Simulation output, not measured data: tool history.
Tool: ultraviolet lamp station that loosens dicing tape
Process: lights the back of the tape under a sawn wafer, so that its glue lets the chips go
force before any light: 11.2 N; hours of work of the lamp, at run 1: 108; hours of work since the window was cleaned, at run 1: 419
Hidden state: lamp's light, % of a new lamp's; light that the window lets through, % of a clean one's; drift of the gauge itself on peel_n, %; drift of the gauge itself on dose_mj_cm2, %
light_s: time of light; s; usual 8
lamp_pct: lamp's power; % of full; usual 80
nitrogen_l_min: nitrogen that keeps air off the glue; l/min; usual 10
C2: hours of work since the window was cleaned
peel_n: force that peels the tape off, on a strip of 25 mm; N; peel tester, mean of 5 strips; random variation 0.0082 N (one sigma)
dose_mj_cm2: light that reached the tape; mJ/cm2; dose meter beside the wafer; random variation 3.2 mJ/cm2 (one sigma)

run 1 day=0.000 | light_s=8 lamp_pct=80 nitrogen_l_min=10 | hours_of_work_of_the_lamp=108 C2=419 | peel_n=0.354 dose_mj_cm2=451
run 2 day=0.396 | light_s=8 lamp_pct=80 nitrogen_l_min=10 | hours_of_work_of_the_lamp=112 C2=424 | peel_n=0.376 dose_mj_cm2=453
run 3 day=0.750 | light_s=5 lamp_pct=80 nitrogen_l_min=10 | hours_of_work_of_the_lamp=116 C2=428 | peel_n=0.839 dose_mj_cm2=287
run 4 day=1.346 | light_s=5 lamp_pct=80 nitrogen_l_min=10 | hours_of_work_of_the_lamp=123 C2=435 | peel_n=0.884 dose_mj_cm2=284
run 5 day=1.608 | light_s=8 lamp_pct=62 nitrogen_l_min=10 | hours_of_work_of_the_lamp=126 C2=438 | peel_n=0.588 dose_mj_cm2=355
run 6 day=2.000 | light_s=8 lamp_pct=75 nitrogen_l_min=10 | hours_of_work_of_the_lamp=130 C2=442 | peel_n=0.393 dose_mj_cm2=425
run 7 day=2.512 | light_s=8 lamp_pct=75 nitrogen_l_min=10 | hours_of_work_of_the_lamp=136 C2=448 | peel_n=0.409 dose_mj_cm2=419
run 8 day=2.892 | light_s=8 lamp_pct=75 nitrogen_l_min=10 | hours_of_work_of_the_lamp=140 C2=452 | peel_n=0.394 dose_mj_cm2=425
run 9 day=3.242 | light_s=6 lamp_pct=75 nitrogen_l_min=5 | hours_of_work_of_the_lamp=144 C2=456 | peel_n=0.948 dose_mj_cm2=318
run 10 day=3.604 | light_s=5 lamp_pct=70 nitrogen_l_min=11 | hours_of_work_of_the_lamp=148 C2=460 | peel_n=1.134 dose_mj_cm2=246
-- day=3.929 window cleaned of glue's vapour
run 11 day=3.946 | light_s=15 lamp_pct=70 nitrogen_l_min=19 | hours_of_work_of_the_lamp=152 C2=0 | peel_n=0.262 dose_mj_cm2=702
run 12 day=4.283 | light_s=9 lamp_pct=67 nitrogen_l_min=8 | hours_of_work_of_the_lamp=156 C2=4 | peel_n=0.465 dose_mj_cm2=406
run 13 day=4.771 | light_s=8 lamp_pct=80 nitrogen_l_min=16 | hours_of_work_of_the_lamp=161 C2=9 | peel_n=0.355 dose_mj_cm2=425
run 14 day=5.067 | light_s=8 lamp_pct=80 nitrogen_l_min=16 | hours_of_work_of_the_lamp=165 C2=13 | peel_n=0.356 dose_mj_cm2=430
run 15 day=5.496 | light_s=6 lamp_pct=96 nitrogen_l_min=10 | hours_of_work_of_the_lamp=170 C2=18 | peel_n=0.455 dose_mj_cm2=384
run 16 day=5.779 | light_s=6 lamp_pct=96 nitrogen_l_min=10 | hours_of_work_of_the_lamp=173 C2=21 | peel_n=0.491 dose_mj_cm2=387

Forecast each of these 4 alternatives for the next run:
-- day=5.867 window cleaned of glue's vapour, once more
run A day=6.375 | light_s=7 lamp_pct=79 nitrogen_l_min=4 | hours_of_work_of_the_lamp=179 C2=6 | peel_n=? dose_mj_cm2=?
-- day=5.867 window cleaned of glue's vapour, once more
run B day=6.375 | light_s=14 lamp_pct=68 nitrogen_l_min=5 | hours_of_work_of_the_lamp=179 C2=6 | peel_n=? dose_mj_cm2=?
-- day=5.867 window cleaned of glue's vapour, once more
run C day=6.375 | light_s=6 lamp_pct=61 nitrogen_l_min=4 | hours_of_work_of_the_lamp=179 C2=6 | peel_n=? dose_mj_cm2=?
-- day=5.867 window cleaned of glue's vapour, once more
run D day=6.375 | light_s=7 lamp_pct=91 nitrogen_l_min=14 | hours_of_work_of_the_lamp=179 C2=6 | peel_n=? dose_mj_cm2=?

run=A peel_n=0.604 dose_mj_cm2=410
run=B peel_n=0.275 dose_mj_cm2=702
run=C peel_n=1.440 dose_mj_cm2=266
run=D peel_n=0.310 dose_mj_cm2=471
Without the tool's hidden state the same runs would have given:
run=A peel_n=0.554 dose_mj_cm2=428
run=B peel_n=0.269 dose_mj_cm2=732
run=C peel_n=1.331 dose_mj_cm2=278
run=D peel_n=0.296 dose_mj_cm2=491
